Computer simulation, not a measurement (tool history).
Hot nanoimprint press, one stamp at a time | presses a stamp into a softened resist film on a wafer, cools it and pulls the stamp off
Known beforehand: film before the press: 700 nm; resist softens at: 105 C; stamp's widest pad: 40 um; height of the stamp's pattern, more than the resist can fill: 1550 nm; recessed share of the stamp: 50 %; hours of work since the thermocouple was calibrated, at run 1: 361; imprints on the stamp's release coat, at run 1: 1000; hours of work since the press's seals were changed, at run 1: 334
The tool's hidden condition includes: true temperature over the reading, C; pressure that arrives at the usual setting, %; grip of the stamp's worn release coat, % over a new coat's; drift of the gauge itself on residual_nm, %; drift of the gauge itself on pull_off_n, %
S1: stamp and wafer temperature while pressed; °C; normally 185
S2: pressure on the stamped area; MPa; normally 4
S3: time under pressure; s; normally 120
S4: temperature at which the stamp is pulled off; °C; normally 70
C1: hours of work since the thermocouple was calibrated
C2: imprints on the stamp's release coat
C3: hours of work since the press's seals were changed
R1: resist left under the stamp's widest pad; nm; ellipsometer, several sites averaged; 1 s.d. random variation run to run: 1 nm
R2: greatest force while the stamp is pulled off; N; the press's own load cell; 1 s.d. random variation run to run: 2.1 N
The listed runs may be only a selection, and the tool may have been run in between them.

run    hour   S1    S2   S3  S4   C1    C2   C3     R1   R2
  1       0  185     4  120  70  361  1000  334  261.5  112
  2    25.7  185     4  120  70  378  1080  351  263.5  107
  3    58.9  185     4  120  70  401  1185  374  260.5  114
  4   103.1  185  4.17  120  70  431  1324  403  255.7  112
  5   139.7  185  4.17  120  70  455  1439  428  254.6  115
  6   184.9  185  4.17  120  70  486  1581  459  257.1  120
        210  -- stamp cleaned and given a new release coat
  7   210.7  174     4  120  70  499     2  472  416.2   88
  8   231.8  174     4  120  70  513    68  486    421   86
  9   276.1  174     4  120  70  543   207  516  420.7   90
 10   298.3  185  5.06  120  70  558   277  531  232.5   91
      316.2  -- plate thermocouple calibrated
 11   346.4  185  5.06  120  70   20   419  562    229   94
 12   381.8  185  5.06   86  70   44   530  586    264   98
 13   403.5  185  5.06   86  70   59   598  600  265.1   97
 14     451  185  5.06   86  70   91   747  632  263.4  101
      486.4  -- plate thermocouple calibrated, once more
 15   489.6  185  5.06   86  70    2   859  656  281.6  105
 16   521.3  187     4   71  70   24   959  678  306.2  108
 17   563.1  187     4   71  70   52  1090  706  305.2  115
 18   585.9  193     4   71  68   67  1162  722  235.7  121
 19   633.6  193     4   71  68   99  1311  754  236.1  120
 20   677.7  193  2.41   71  68  129  1450  784  292.3  128
 21   709.9  186  3.73  146  66  151  1551  805  243.9  133
 22   735.7  186  5.74  221  66  168  1632  823  166.5  139
      745.9  -- stamp cleaned and given a new release coat
 23   782.2  182  4.62  146  70  196   115  850  267.9   87
 24   805.7  185   3.2  120  66  212   188  866  293.2  104
        819  -- press's hydraulic seals changed and the load cell set to zero
 25   853.9  184  3.43   75  61  239   315   24  350.7  117
 26   899.3  185  3.46  222  61  270   457   54  215.9  122
 27   940.9  185  3.55   90  60  298   588   82  310.2  129
 28   981.1  185  3.55   90  60  325   714  110  307.4  132
 29  1022.9  189  2.98  220  62  353   845  138  190.2  129
 30  1058.5  185  3.67  156  70  377   957  162  243.5  107

Branching from run 30: 3 alternative next runs. What would each branch give?
  A  1092.9  189  3.67  156  69  400  1065  185   ?   ?
  B  1092.9  185  2.54  142  71  400  1065  185   ?   ?
  C  1092.9  185  3.67  156  63  400  1065  185   ?   ?

run     R1   R2
  A  200.5  114
  B  296.3  107
  C  241.7  131
With the hidden condition removed and each run's random variation left untouched, the same runs would have given:
run     R1   R2
  A  206.2   94
  B  304.7   89
  C  248.7  108
